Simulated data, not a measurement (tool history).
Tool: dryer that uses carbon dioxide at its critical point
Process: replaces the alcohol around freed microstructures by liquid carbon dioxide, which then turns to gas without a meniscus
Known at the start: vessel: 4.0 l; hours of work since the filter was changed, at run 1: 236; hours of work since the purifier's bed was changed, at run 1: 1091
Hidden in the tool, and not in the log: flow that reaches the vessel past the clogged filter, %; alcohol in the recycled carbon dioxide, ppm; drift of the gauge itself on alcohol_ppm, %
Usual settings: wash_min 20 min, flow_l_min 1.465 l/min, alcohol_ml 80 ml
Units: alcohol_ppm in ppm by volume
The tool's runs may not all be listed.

run,hour,wash_min,flow_l_min,alcohol_ml,hours of work since the filter was changed,hours of work since the purifier's bed was changed,alcohol_ppm
1,0,20,1.465,80,236,1091,129
2,41.2,20,1.465,80,255,1110,132
3,84.4,20,1.465,80,275,1130,130
4,118.2,20,1.465,80,291,1146,134
5,154.3,20,1.52,80,308,1163,113
6,198.6,20,2.29,87,328,1183,46
7,237.3,32,2.01,61,346,1201,40
8,292.2,13,1.66,96,372,1227,564
9,352.9,31,1.36,64,400,1255,61
10,405.2,20,1.38,78,424,1279,189

Forecast each of these 3 alternatives for the next run:
A,450,20,1.42,68,445,1300,?
B,450,30,1.465,26,445,1300,?
C,450,31,1.89,76,445,1300,?

run,alcohol_ppm
A,157
B,37
C,39
Without the tool's hidden state the same runs would have given:
run,alcohol_ppm
A,79
B,1
C,4
